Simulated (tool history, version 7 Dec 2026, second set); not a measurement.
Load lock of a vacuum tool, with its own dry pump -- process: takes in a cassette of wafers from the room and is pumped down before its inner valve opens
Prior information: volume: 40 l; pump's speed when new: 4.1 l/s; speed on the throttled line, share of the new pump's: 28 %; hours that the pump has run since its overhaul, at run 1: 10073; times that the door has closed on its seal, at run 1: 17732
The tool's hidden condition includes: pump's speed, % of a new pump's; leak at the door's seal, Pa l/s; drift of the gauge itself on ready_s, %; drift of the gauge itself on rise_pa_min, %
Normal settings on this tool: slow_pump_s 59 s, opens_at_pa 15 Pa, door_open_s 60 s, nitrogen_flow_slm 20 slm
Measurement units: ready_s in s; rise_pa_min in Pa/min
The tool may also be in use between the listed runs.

run	hour	slow_pump_s	opens_at_pa	door_open_s	nitrogen_flow_slm	hours that the pump has run since its overhaul	times that the door has closed on its seal	incoming humidity of the room's air, %	ready_s	rise_pa_min
1	0	59	15	60	20	10073	17732	45.2	128.9	0.013
2	64.2	116	15	60	20	10137	18008	44.6	169	0.019
3	179.4	116	15	60	20	10252	18504	42.7	169.5	0.018
4	271	116	15	60	20	10344	18899	44.8	168.3	0.026
5	403	116	15	60	12	10476	19467	45.5	168.7	0.022
6	483.1	116	15	60	12	10556	19812	45.7	170.3	0.024
7	570.6	43	15	60	20	10643	20188	43.8	116.3	0.019
8	649.2	43	15	60	20	10722	20527	44.9	116.7	0.022
9	716.4	43	15	60	20	10789	20816	42.5	116.3	0.023
10	805.8	96	13	224	23	10879	21201	46.7	156.5	0.037
11	916.4	59	15	42	10	10989	21677	44.6	130.3	0.023
12	1049.7	59	15	42	10	11123	22251	45.9	128.5	0.026
13	1139	81	23	42	10	11212	22635	46.7	140.8	0.018
14	1226.1	36	14	164	10	11299	23010	45.4	112	0.041

Branching from run 14: 3 alternative next runs. What would each branch give?
A	1293.2	36	14	164	14	11366	23299	47.8	?	?
B	1293.2	59	15	117	16	11366	23299	43.6	?	?
C	1293.2	44	15	90	31	11366	23299	45.2	?	?

run	ready_s	rise_pa_min
A	112.1	0.047
B	128.9	0.033
C	117	0.025
With no hidden state in the tool, these same runs would have given:
run	ready_s	rise_pa_min
A	112	0.047
B	128.8	0.032
C	117	0.025

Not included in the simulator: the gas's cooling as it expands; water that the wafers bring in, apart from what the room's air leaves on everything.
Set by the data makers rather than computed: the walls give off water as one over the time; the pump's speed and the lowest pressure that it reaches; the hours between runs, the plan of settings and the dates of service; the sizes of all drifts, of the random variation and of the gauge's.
